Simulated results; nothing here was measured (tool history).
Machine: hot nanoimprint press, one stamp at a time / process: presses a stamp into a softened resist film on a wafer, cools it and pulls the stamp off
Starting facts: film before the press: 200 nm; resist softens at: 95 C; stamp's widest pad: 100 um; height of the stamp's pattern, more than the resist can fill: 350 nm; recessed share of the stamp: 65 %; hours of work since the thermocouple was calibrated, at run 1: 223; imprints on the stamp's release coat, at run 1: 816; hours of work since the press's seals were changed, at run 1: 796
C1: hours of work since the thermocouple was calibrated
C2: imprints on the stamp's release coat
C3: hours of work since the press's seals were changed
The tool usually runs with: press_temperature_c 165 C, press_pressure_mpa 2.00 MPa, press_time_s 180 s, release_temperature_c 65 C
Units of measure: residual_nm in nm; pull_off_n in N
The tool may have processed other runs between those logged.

{"run": 1, "hour": 0.0, "press_temperature_c": 165, "press_pressure_mpa": 2.0, "press_time_s": 180, "release_temperature_c": 65, "C1": 223, "C2": 816, "C3": 796, "residual_nm": 78.0, "pull_off_n": 240}
{"run": 2, "hour": 47.9, "press_temperature_c": 165, "press_pressure_mpa": 2.0, "press_time_s": 180, "release_temperature_c": 65, "C1": 250, "C2": 927, "C3": 822, "residual_nm": 78.7, "pull_off_n": 237}
{"run": 3, "hour": 85.9, "press_temperature_c": 165, "press_pressure_mpa": 2.0, "press_time_s": 180, "release_temperature_c": 65, "C1": 270, "C2": 1016, "C3": 843, "residual_nm": 78.5, "pull_off_n": 241}
{"run": 4, "hour": 127.0, "press_temperature_c": 165, "press_pressure_mpa": 2.0, "press_time_s": 180, "release_temperature_c": 65, "C1": 293, "C2": 1111, "C3": 865, "residual_nm": 79.0, "pull_off_n": 255}
{"run": 5, "hour": 172.4, "press_temperature_c": 165, "press_pressure_mpa": 2.0, "press_time_s": 180, "release_temperature_c": 65, "C1": 317, "C2": 1216, "C3": 890, "residual_nm": 79.8, "pull_off_n": 256}
{"hour": 210.4, "done": "stamp cleaned and given a new release coat"}
{"run": 6, "hour": 221.7, "press_temperature_c": 165, "press_pressure_mpa": 2.0, "press_time_s": 180, "release_temperature_c": 60, "C1": 341, "C2": 26, "C3": 914, "residual_nm": 79.5, "pull_off_n": 229}
{"run": 7, "hour": 269.5, "press_temperature_c": 165, "press_pressure_mpa": 2.0, "press_time_s": 329, "release_temperature_c": 65, "C1": 367, "C2": 137, "C3": 940, "residual_nm": 62.8, "pull_off_n": 217}
{"run": 8, "hour": 304.0, "press_temperature_c": 165, "press_pressure_mpa": 2.0, "press_time_s": 329, "release_temperature_c": 65, "C1": 386, "C2": 217, "C3": 958, "residual_nm": 63.4, "pull_off_n": 217}
{"run": 9, "hour": 343.5, "press_temperature_c": 165, "press_pressure_mpa": 1.28, "press_time_s": 329, "release_temperature_c": 65, "C1": 408, "C2": 309, "C3": 980, "residual_nm": 78.8, "pull_off_n": 222}
{"run": 10, "hour": 381.0, "press_temperature_c": 165, "press_pressure_mpa": 2.0, "press_time_s": 180, "release_temperature_c": 65, "C1": 428, "C2": 396, "C3": 1001, "residual_nm": 81.5, "pull_off_n": 223}
{"hour": 429.1, "done": "plate thermocouple calibrated"}
{"run": 11, "hour": 429.1, "press_temperature_c": 165, "press_pressure_mpa": 2.0, "press_time_s": 180, "release_temperature_c": 65, "C1": 0, "C2": 500, "C3": 1025, "residual_nm": 83.5, "pull_off_n": 221}
{"run": 12, "hour": 465.9, "press_temperature_c": 165, "press_pressure_mpa": 2.0, "press_time_s": 180, "release_temperature_c": 65, "C1": 20, "C2": 586, "C3": 1045, "residual_nm": 82.5, "pull_off_n": 235}
{"run": 13, "hour": 496.5, "press_temperature_c": 165, "press_pressure_mpa": 2.0, "press_time_s": 180, "release_temperature_c": 72, "C1": 37, "C2": 657, "C3": 1062, "residual_nm": 83.1, "pull_off_n": 203}
{"run": 14, "hour": 519.1, "press_temperature_c": 165, "press_pressure_mpa": 2.0, "press_time_s": 180, "release_temperature_c": 72, "C1": 49, "C2": 709, "C3": 1074, "residual_nm": 83.9, "pull_off_n": 208}
{"run": 15, "hour": 569.1, "press_temperature_c": 165, "press_pressure_mpa": 2.0, "press_time_s": 180, "release_temperature_c": 72, "C1": 76, "C2": 825, "C3": 1102, "residual_nm": 84.6, "pull_off_n": 212}
{"run": 16, "hour": 597.6, "press_temperature_c": 165, "press_pressure_mpa": 2.0, "press_time_s": 180, "release_temperature_c": 65, "C1": 92, "C2": 891, "C3": 1117, "residual_nm": 82.8, "pull_off_n": 245}
{"run": 17, "hour": 623.5, "press_temperature_c": 170, "press_pressure_mpa": 1.94, "press_time_s": 180, "release_temperature_c": 64, "C1": 106, "C2": 951, "C3": 1131, "residual_nm": 66.5, "pull_off_n": 253}
{"hour": 650.7, "done": "plate thermocouple calibrated, once more"}
{"run": 18, "hour": 672.5, "press_temperature_c": 170, "press_pressure_mpa": 1.94, "press_time_s": 180, "release_temperature_c": 64, "C1": 12, "C2": 1058, "C3": 1156, "residual_nm": 62.0, "pull_off_n": 252}
{"run": 19, "hour": 713.3, "press_temperature_c": 170, "press_pressure_mpa": 1.94, "press_time_s": 180, "release_temperature_c": 64, "C1": 34, "C2": 1153, "C3": 1179, "residual_nm": 63.2, "pull_off_n": 248}
{"run": 20, "hour": 736.3, "press_temperature_c": 170, "press_pressure_mpa": 1.94, "press_time_s": 180, "release_temperature_c": 69, "C1": 47, "C2": 1206, "C3": 1191, "residual_nm": 61.3, "pull_off_n": 234}
{"run": 21, "hour": 768.4, "press_temperature_c": 166, "press_pressure_mpa": 2.08, "press_time_s": 97, "release_temperature_c": 63, "C1": 64, "C2": 1281, "C3": 1209, "residual_nm": 91.4, "pull_off_n": 259}
{"hour": 779.0, "done": "stamp cleaned and given a new release coat"}
{"run": 22, "hour": 815.7, "press_temperature_c": 166, "press_pressure_mpa": 2.08, "press_time_s": 97, "release_temperature_c": 63, "C1": 87, "C2": 85, "C3": 1231, "residual_nm": 91.9, "pull_off_n": 217}
{"hour": 851.9, "done": "press's hydraulic seals changed and the load cell set to zero"}
{"run": 23, "hour": 854.4, "press_temperature_c": 155, "press_pressure_mpa": 2.0, "press_time_s": 180, "release_temperature_c": 71, "C1": 104, "C2": 156, "C3": 1, "residual_nm": 117.0, "pull_off_n": 195}
{"run": 24, "hour": 880.9, "press_temperature_c": 153, "press_pressure_mpa": 2.9, "press_time_s": 345, "release_temperature_c": 72, "C1": 118, "C2": 217, "C3": 16, "residual_nm": 90.6, "pull_off_n": 188}
{"run": 25, "hour": 923.7, "press_temperature_c": 165, "press_pressure_mpa": 2.35, "press_time_s": 180, "release_temperature_c": 65, "C1": 141, "C2": 317, "C3": 39, "residual_nm": 68.4, "pull_off_n": 214}
{"run": 26, "hour": 965.3, "press_temperature_c": 162, "press_pressure_mpa": 2.0, "press_time_s": 180, "release_temperature_c": 71, "C1": 164, "C2": 413, "C3": 62, "residual_nm": 87.8, "pull_off_n": 196}
{"run": 27, "hour": 999.9, "press_temperature_c": 165, "press_pressure_mpa": 2.56, "press_time_s": 180, "release_temperature_c": 65, "C1": 183, "C2": 494, "C3": 81, "residual_nm": 66.8, "pull_off_n": 214}
{"run": 28, "hour": 1025.1, "press_temperature_c": 165, "press_pressure_mpa": 2.0, "press_time_s": 291, "release_temperature_c": 53, "C1": 197, "C2": 552, "C3": 95, "residual_nm": 62.6, "pull_off_n": 273}
{"run": 29, "hour": 1068.5, "press_temperature_c": 165, "press_pressure_mpa": 2.0, "press_time_s": 291, "release_temperature_c": 53, "C1": 220, "C2": 653, "C3": 118, "residual_nm": 63.0, "pull_off_n": 284}
{"run": 30, "hour": 1108.2, "press_temperature_c": 165, "press_pressure_mpa": 2.0, "press_time_s": 291, "release_temperature_c": 53, "C1": 242, "C2": 745, "C3": 140, "residual_nm": 63.5, "pull_off_n": 281}
{"run": 31, "hour": 1137.3, "press_temperature_c": 155, "press_pressure_mpa": 1.52, "press_time_s": 180, "release_temperature_c": 57, "C1": 258, "C2": 813, "C3": 156, "residual_nm": 133.7, "pull_off_n": 274}

Alternative continuations, all from the tool just after run 31; predict every row:
{"run": "A", "hour": 1169.2, "press_temperature_c": 176, "press_pressure_mpa": 3.13, "press_time_s": 180, "release_temperature_c": 57, "C1": 275, "C2": 887, "C3": 173, "residual_nm": "?", "pull_off_n": "?"}
{"run": "B", "hour": 1169.2, "press_temperature_c": 164, "press_pressure_mpa": 1.52, "press_time_s": 126, "release_temperature_c": 67, "C1": 275, "C2": 887, "C3": 173, "residual_nm": "?", "pull_off_n": "?"}
{"run": "C", "hour": 1169.2, "press_temperature_c": 165, "press_pressure_mpa": 2.01, "press_time_s": 157, "release_temperature_c": 62, "C1": 275, "C2": 887, "C3": 173, "residual_nm": "?", "pull_off_n": "?"}

run=A residual_nm=36.4 pull_off_n=264
run=B residual_nm=103.7 pull_off_n=241
run=C residual_nm=80.9 pull_off_n=255
With the hidden condition removed and each run's random variation left untouched, the same runs would have given:
run=A residual_nm=34.5 pull_off_n=224
run=B residual_nm=99.3 pull_off_n=204
run=C residual_nm=77.1 pull_off_n=216
